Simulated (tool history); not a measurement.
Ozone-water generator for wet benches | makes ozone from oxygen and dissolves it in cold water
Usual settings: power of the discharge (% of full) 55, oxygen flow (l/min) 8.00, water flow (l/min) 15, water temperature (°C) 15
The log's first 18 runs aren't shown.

| run | hour | power of the discharge (% of full) | oxygen flow (l/min) | water flow (l/min) | water temperature (°C) | dissolved ozone (ppm) | ozone in the gas ahead of the water (g/m3) |
|---|---|---|---|---|---|---|---|
|  | 821.9 | contactor cleaned |
| 19 | 851.6 | 86 | 6.87 | 18 | 11 | 21.9 | 210.4 |
| 20 | 914.8 | 86 | 6.87 | 18 | 11 | 21.9 | 211.6 |
| 21 | 965.3 | 55 | 8.00 | 15 | 15 | 17.8 | 148.8 |
| 22 | 1007.9 | 55 | 8.00 | 9 | 18 | 22.4 | 148.7 |
| 23 | 1068.7 | 55 | 5.71 | 9 | 7 | 31.6 | 181.7 |
| 24 | 1098.1 | 49 | 5.04 | 11 | 15 | 22.6 | 187.9 |
|  | 1106.7 | contactor cleaned, once more |
| 25 | 1148.3 | 82 | 8.00 | 10 | 17 | 29.1 | 185.6 |
| 26 | 1208.8 | 82 | 8.00 | 10 | 17 | 28.8 | 184.4 |
| 27 | 1253.7 | 55 | 8.00 | 14 | 15 | 19.9 | 147.0 |
| 28 | 1295.8 | 55 | 8.00 | 14 | 15 | 19.9 | 147.4 |
| 29 | 1335.9 | 80 | 5.41 | 22 | 20 | 17.2 | 235.4 |
| 30 | 1374.8 | 55 | 5.76 | 12 | 20 | 21.9 | 180.1 |
| 31 | 1404.4 | 55 | 5.76 | 12 | 20 | 21.7 | 181.7 |
| 32 | 1434.2 | 55 | 5.76 | 23 | 8 | 15.5 | 181.3 |

Forecast each of these 5 alternatives for the next run:
| A | 1498.0 | 64 | 11.97 | 15 | 12 | ? | ? |
| B | 1498.0 | 55 | 12.92 | 10 | 10 | ? | ? |
| C | 1498.0 | 95 | 7.48 | 23 | 8 | ? | ? |
| D | 1498.0 | 55 | 5.64 | 15 | 10 | ? | ? |
| E | 1498.0 | 55 | 8.36 | 21 | 10 | ? | ? |

| run | dissolved ozone (ppm) | ozone in the gas ahead of the water (g/m3) |
|---|---|---|
| A | 19.5 | 124.0 |
| B | 22.8 | 108.2 |
| C | 20.8 | 207.7 |
| D | 21.8 | 185.2 |
| E | 16.1 | 140.4 |
Without the tool's hidden state the same runs would have given:
| run | dissolved ozone (ppm) | ozone in the gas ahead of the water (g/m3) |
|---|---|---|
| A | 20.8 | 130.4 |
| B | 24.2 | 113.3 |
| C | 22.3 | 221.1 |
| D | 23.0 | 193.8 |
| E | 17.0 | 147.0 |

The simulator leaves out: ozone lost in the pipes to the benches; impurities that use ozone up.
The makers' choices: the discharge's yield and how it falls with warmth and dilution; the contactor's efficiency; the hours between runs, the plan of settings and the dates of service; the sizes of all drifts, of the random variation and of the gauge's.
